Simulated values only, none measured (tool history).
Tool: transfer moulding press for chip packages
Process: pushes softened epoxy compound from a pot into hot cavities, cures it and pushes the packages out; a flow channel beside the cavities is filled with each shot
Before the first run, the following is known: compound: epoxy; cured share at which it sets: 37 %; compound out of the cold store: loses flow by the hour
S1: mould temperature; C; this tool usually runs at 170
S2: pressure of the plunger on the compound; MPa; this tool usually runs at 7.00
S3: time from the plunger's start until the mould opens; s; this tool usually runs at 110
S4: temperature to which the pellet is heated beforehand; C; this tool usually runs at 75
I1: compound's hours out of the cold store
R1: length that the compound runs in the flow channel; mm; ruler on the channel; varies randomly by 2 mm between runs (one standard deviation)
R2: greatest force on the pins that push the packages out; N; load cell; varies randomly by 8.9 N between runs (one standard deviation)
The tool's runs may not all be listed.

run,hour,S1,S2,S3,S4,I1,R1,R2
1,0.0,170,7.00,110,75,17.4,830,424
2,9.0,170,7.00,110,75,32.5,797,391
3,17.6,170,7.00,110,75,41.2,776,379
4,22.2,170,7.00,110,75,41.6,775,395
5,32.5,170,7.00,110,84,26.3,805,398
6,37.4,170,7.00,110,83,30.2,800,394
7,44.9,170,7.00,110,83,16.8,829,411
8,55.5,170,7.00,110,83,18.9,821,396
9,63.8,172,7.00,110,75,25.3,801,359
10,70.2,166,5.32,117,79,36.4,697,468
11,75.8,172,7.00,95,75,33.4,784,440
12,84.5,172,7.00,95,82,21.3,810,441
13,93.9,170,5.93,110,76,13.2,767,424
14,101.5,168,7.00,104,75,36.9,795,499
15,108.2,171,8.14,110,75,25.3,868,395
16,114.7,171,8.14,110,75,34.1,850,377
17,124.9,171,8.14,110,75,26.5,864,394

Not shown here: 1 entry made in the log between runs. Locate each between two listed runs and compare the hidden state at the listed run before it with the hidden state at the listed run after it:
Between runs 8 and 9: cavities cleaned with cleaning compound and waxed (hour 63.5)
  grip of the stained cavities, % over clean ones': 0.9 -> 0

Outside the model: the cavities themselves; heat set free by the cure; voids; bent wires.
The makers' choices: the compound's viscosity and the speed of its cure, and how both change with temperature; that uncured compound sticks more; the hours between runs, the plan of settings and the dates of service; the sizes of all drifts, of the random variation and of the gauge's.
